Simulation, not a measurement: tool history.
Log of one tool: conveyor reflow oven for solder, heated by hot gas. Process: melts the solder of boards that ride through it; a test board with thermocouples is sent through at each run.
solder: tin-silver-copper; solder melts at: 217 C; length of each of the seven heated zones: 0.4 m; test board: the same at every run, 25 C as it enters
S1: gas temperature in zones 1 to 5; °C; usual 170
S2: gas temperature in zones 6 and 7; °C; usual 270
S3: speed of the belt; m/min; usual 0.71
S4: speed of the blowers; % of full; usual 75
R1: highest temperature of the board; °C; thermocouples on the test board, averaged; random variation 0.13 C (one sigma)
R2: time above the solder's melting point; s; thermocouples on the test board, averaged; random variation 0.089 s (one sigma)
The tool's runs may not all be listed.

{"run": 1, "day": 0.0, "S1": 170, "S2": 270, "S3": 0.71, "S4": 75, "R1": 258.5, "R2": 54.22}
{"day": 1.229, "done": "flux residue cleaned out of gas plates and filters"}
{"run": 2, "day": 2.312, "S1": 170, "S2": 270, "S3": 0.71, "S4": 75, "R1": 257.2, "R2": 53.22}
{"run": 3, "day": 4.346, "S1": 170, "S2": 270, "S3": 0.71, "S4": 75, "R1": 257, "R2": 53.07}
{"run": 4, "day": 5.767, "S1": 170, "S2": 270, "S3": 0.71, "S4": 75, "R1": 256.9, "R2": 52.84}
{"run": 5, "day": 7.875, "S1": 170, "S2": 270, "S3": 0.71, "S4": 75, "R1": 256.8, "R2": 52.97}
{"run": 6, "day": 9.712, "S1": 170, "S2": 270, "S3": 0.71, "S4": 55, "R1": 251.9, "R2": 48.73}
{"day": 11.371, "done": "flux residue cleaned out of gas plates and filters"}
{"run": 7, "day": 12.271, "S1": 170, "S2": 270, "S3": 0.71, "S4": 55, "R1": 255.3, "R2": 52.07}
{"run": 8, "day": 13.667, "S1": 184, "S2": 270, "S3": 0.71, "S4": 75, "R1": 262.4, "R2": 60.77}
{"day": 14.396, "done": "belt drive overhauled, speed set with a stopwatch"}
{"run": 9, "day": 15.204, "S1": 184, "S2": 270, "S3": 0.71, "S4": 75, "R1": 262.1, "R2": 59.94}
{"run": 10, "day": 16.892, "S1": 184, "S2": 270, "S3": 0.71, "S4": 75, "R1": 261.7, "R2": 59.95}
{"day": 18.679, "done": "flux residue cleaned out of gas plates and filters, once more"}
{"run": 11, "day": 18.679, "S1": 170, "S2": 270, "S3": 0.71, "S4": 75, "R1": 260.7, "R2": 55.58}
{"run": 12, "day": 20.075, "S1": 170, "S2": 270, "S3": 0.71, "S4": 75, "R1": 260.7, "R2": 55.31}
{"run": 13, "day": 21.55, "S1": 170, "S2": 270, "S3": 0.71, "S4": 75, "R1": 260.8, "R2": 55.35}
{"run": 14, "day": 23.796, "S1": 170, "S2": 270, "S3": 0.804, "S4": 75, "R1": 256.8, "R2": 46.24}
{"run": 15, "day": 26.075, "S1": 183, "S2": 279, "S3": 0.632, "S4": 61, "R1": 270.9, "R2": 71.03}
{"day": 28.829, "done": "flux residue cleaned out of gas plates and filters"}
{"run": 16, "day": 29.092, "S1": 183, "S2": 279, "S3": 0.632, "S4": 61, "R1": 271.8, "R2": 71.52}
{"run": 17, "day": 32.2, "S1": 183, "S2": 279, "S3": 0.632, "S4": 68, "R1": 272.8, "R2": 72.22}
{"run": 18, "day": 34.338, "S1": 178, "S2": 279, "S3": 0.632, "S4": 84, "R1": 274.7, "R2": 71.52}
{"run": 19, "day": 36.125, "S1": 178, "S2": 279, "S3": 0.632, "S4": 84, "R1": 274.7, "R2": 71.53}
{"day": 36.979, "done": "thermocouples of zones 6 and 7 changed"}
{"run": 20, "day": 38.204, "S1": 178, "S2": 265, "S3": 0.632, "S4": 66, "R1": 255, "R2": 62.45}
{"day": 39.217, "done": "flux residue cleaned out of gas plates and filters"}
{"run": 21, "day": 40.112, "S1": 180, "S2": 270, "S3": 0.592, "S4": 75, "R1": 263.6, "R2": 72.84}
{"run": 22, "day": 41.662, "S1": 180, "S2": 262, "S3": 0.592, "S4": 75, "R1": 256, "R2": 69.22}
{"run": 23, "day": 43.65, "S1": 180, "S2": 262, "S3": 0.592, "S4": 75, "R1": 256.1, "R2": 69.19}
{"run": 24, "day": 46.008, "S1": 159, "S2": 270, "S3": 0.71, "S4": 87, "R1": 259.3, "R2": 52.63}
{"run": 25, "day": 47.642, "S1": 185, "S2": 265, "S3": 0.66, "S4": 52, "R1": 252.8, "R2": 60}
{"day": 49.371, "done": "flux residue cleaned out of gas plates and filters"}
{"run": 26, "day": 50.096, "S1": 185, "S2": 266, "S3": 0.748, "S4": 52, "R1": 251, "R2": 51.02}
{"run": 27, "day": 53.388, "S1": 177, "S2": 268, "S3": 0.763, "S4": 52, "R1": 250.3, "R2": 46.57}
{"day": 54.008, "done": "belt drive overhauled, speed set with a stopwatch"}
{"run": 28, "day": 56.638, "S1": 179, "S2": 270, "S3": 0.637, "S4": 75, "R1": 262.3, "R2": 65.69}

Forecast each of these 4 alternatives for the next run:
{"run": "A", "day": 57.992, "S1": 168, "S2": 268, "S3": 0.71, "S4": 76, "R1": "?", "R2": "?"}
{"run": "B", "day": 57.992, "S1": 170, "S2": 270, "S3": 0.71, "S4": 86, "R1": "?", "R2": "?"}
{"run": "C", "day": 57.992, "S1": 170, "S2": 270, "S3": 0.65, "S4": 54, "R1": "?", "R2": "?"}
{"run": "D", "day": 57.992, "S1": 170, "S2": 262, "S3": 0.729, "S4": 83, "R1": "?", "R2": "?"}

run=A R1=256.7 R2=52.48
run=B R1=260.7 R2=55.41
run=C R1=256.2 R2=57.03
run=D R1=251.9 R2=49.4
Without the tool's hidden state the same runs would have given:
run=A R1=256.9 R2=52.91
run=B R1=260.9 R2=55.8
run=C R1=256.1 R2=57.2
run=D R1=252.1 R2=49.94
